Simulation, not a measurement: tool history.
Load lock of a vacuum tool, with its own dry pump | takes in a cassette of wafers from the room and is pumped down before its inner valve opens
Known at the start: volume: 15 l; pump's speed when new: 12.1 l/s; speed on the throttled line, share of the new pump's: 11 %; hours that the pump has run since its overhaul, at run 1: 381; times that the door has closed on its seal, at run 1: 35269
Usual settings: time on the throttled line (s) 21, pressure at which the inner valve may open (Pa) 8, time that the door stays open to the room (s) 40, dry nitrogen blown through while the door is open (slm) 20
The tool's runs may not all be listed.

run,hour,time on the throttled line (s),pressure at which the inner valve may open (Pa),time that the door stays open to the room (s),dry nitrogen blown through while the door is open (slm),hours that the pump has run since its overhaul,times that the door has closed on its seal,"incoming humidity of the room's air, %",time from the closed door until the inner valve may open (s),rise of the pressure with all valves shut (Pa/min)
1,0.0,21,8,40,20,381,35269,45.3,31.0,0.121
2,63.4,21,8,40,20,444,35565,43.1,30.7,0.124
3,164.8,21,12,40,20,545,36037,48.3,30.1,0.120
4,245.1,21,12,40,8,626,36411,45.4,30.5,0.133
5,298.3,21,12,40,8,679,36659,44.0,30.4,0.136
6,349.5,21,12,40,8,730,36897,44.4,30.2,0.137
7,449.7,21,12,40,8,830,37364,45.5,30.2,0.136
8,506.0,21,8,40,14,887,37627,50.7,30.5,0.136
9,584.7,21,8,40,5,965,37993,45.9,30.9,0.146
10,663.0,21,8,40,5,1044,38358,43.0,30.8,0.142
11,758.9,21,8,40,5,1140,38805,43.3,30.8,0.146
12,834.9,21,8,40,5,1215,39159,44.5,30.7,0.146
13,949.6,21,8,71,20,1330,39694,42.6,30.7,0.152
14,1028.6,13,8,40,20,1409,40061,47.1,23.5,0.140
15,1122.5,13,8,40,20,1503,40499,43.6,23.9,0.142
16,1211.8,13,14,40,27,1592,40915,42.5,22.9,0.127
17,1287.7,39,11,32,29,1668,41269,44.0,46.4,0.129
18,1337.4,39,11,54,11,1718,41500,44.1,46.5,0.156
19,1421.4,39,11,54,11,1802,41891,42.1,46.6,0.155
20,1497.9,39,11,134,11,1879,42248,43.4,46.4,0.194
21,1598.8,39,11,52,27,1979,42718,44.4,46.4,0.137
22,1704.3,28,8,52,23,2085,43210,45.6,37.0,0.153
23,1795.8,34,8,40,8,2176,43636,45.5,42.1,0.161
24,1853.5,34,8,70,7,2234,43904,42.8,42.7,0.176
25,1924.0,12,8,40,12,2305,44233,43.7,23.0,0.160
26,2040.2,12,6,55,12,2421,44775,42.4,23.3,0.171
27,2121.6,12,6,55,12,2502,45154,45.4,23.4,0.174

Forecast each of these 3 alternatives for the next run:
A,2191.7,21,8,33,20,2572,45480,47.0,?,?
B,2191.7,21,10,90,20,2572,45480,46.4,?,?
C,2191.7,12,7,31,12,2572,45480,45.8,?,?

run,time from the closed door until the inner valve may open (s),rise of the pressure with all valves shut (Pa/min)
A,31.0,0.157
B,30.6,0.176
C,22.9,0.159
Without the tool's hidden state the same runs would have given:
run,time from the closed door until the inner valve may open (s),rise of the pressure with all valves shut (Pa/min)
A,30.6,0.042
B,30.1,0.062
C,22.4,0.045
